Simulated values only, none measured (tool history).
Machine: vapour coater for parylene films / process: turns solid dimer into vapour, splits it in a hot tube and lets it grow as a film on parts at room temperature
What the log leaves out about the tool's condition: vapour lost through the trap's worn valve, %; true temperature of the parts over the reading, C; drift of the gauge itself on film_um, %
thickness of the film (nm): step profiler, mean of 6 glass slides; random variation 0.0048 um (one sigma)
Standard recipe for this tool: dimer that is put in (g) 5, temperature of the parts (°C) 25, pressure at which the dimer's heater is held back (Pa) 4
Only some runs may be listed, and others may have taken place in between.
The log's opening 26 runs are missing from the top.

run,day,dimer that is put in (g),temperature of the parts (°C),pressure at which the dimer's heater is held back (Pa),hours of work since the trap's valve was overhauled,hours of work since the table's thermometer was calibrated,thickness of the film (nm)
27,23.804,5,27,2.93,304,1046,676
28,24.671,5,27,2.93,322,1064,678
29,25.838,5,27,4.97,347,1089,597
30,27.1,8,20,2.71,373,1115,1435
31,28.25,8,20,2.71,398,1139,1417
32,28.962,8,20,2.71,413,1154,1404
33,29.704,8,26,9.08,428,1170,864
34,30.771,6,20,5.16,451,1192,912
35,31.512,3,20,4.28,466,1208,474
36,32.825,3,19,4.28,494,1236,492
37,34.146,5,28,2.66,522,1264,621
38,35.1,5,30,4.29,542,1284,516
39,35.738,5,31,2.94,555,1297,540
40,36.488,5,24,2.4,571,1313,744
# day 36.871: trap's valve overhauled
41,37.312,3,24,2.4,9,1327,520
42,37.942,3,25,4.03,23,1340,443
43,38.617,3,26,6.67,37,1354,379
44,39.704,3,26,6.67,60,1377,386

Run 45, settings as shown, results not yet in. Your forecast:
45,40.571,3,26,6.67,78,1396,?

thickness of the film (nm): 371
Without the tool's hidden state the same run would have given thickness of the film (nm) 361.
